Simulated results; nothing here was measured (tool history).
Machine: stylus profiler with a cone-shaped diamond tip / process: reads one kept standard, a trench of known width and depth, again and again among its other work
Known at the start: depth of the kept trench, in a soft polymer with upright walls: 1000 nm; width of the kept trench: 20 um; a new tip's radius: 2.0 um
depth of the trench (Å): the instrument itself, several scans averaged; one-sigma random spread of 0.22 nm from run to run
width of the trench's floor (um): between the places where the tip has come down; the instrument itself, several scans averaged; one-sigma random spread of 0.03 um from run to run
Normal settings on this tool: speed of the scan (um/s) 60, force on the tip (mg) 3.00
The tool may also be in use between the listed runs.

run,hour,speed of the scan (um/s),force on the tip (mg),depth of the trench (Å),width of the trench's floor (um)
1,0.0,60,3.00,10068.8,15.15
2,61.7,60,3.00,10067.9,15.10
3,99.1,60,3.00,10065.3,15.02
4,171.7,60,5.29,10103.3,15.04
5,208.3,60,5.29,10104.5,15.02
6,266.5,60,5.29,10105.5,14.93
7,300.8,60,3.00,10062.9,14.86
8,373.1,60,3.00,10067.7,14.77
9,450.0,60,3.00,10059.3,14.72
10,525.8,60,3.00,10060.6,14.63
11,596.3,60,3.00,10059.5,14.59
12,632.8,20,3.00,10058.1,14.82
13,683.1,60,3.00,10061.9,14.59
14,762.9,107,3.83,10073.8,14.32
15,837.9,60,1.49,10022.1,14.31
16,881.9,52,3.00,10049.4,14.43
17,941.0,52,3.00,10055.8,14.39
18,994.6,15,3.15,10056.7,14.62
19,1061.2,25,1.45,10022.0,14.40
20,1121.0,25,1.45,10015.8,14.40
# hour 1145.5: height scale calibrated on a step standard
21,1187.5,31,5.09,10116.3,14.38
22,1267.8,31,5.09,10114.0,14.26
23,1334.4,17,8.63,10161.1,14.38
24,1402.5,37,5.48,10115.7,14.25
25,1452.8,37,5.48,10118.9,14.20
26,1506.3,214,1.51,10050.0,12.52

Branching from run 26: 3 alternative next runs. What would each branch give?
A,1542.2,21,2.03,?,?
B,1542.2,87,4.24,?,?
C,1542.2,17,8.70,?,?

run,depth of the trench (Å),width of the trench's floor (um)
A,10055.0,14.12
B,10097.3,13.80
C,10161.1,14.20
Had the tool no hidden state, the same runs would have come out as:
run,depth of the trench (Å),width of the trench's floor (um)
A,10057.9,16.37
B,10100.3,16.05
C,10164.1,16.45

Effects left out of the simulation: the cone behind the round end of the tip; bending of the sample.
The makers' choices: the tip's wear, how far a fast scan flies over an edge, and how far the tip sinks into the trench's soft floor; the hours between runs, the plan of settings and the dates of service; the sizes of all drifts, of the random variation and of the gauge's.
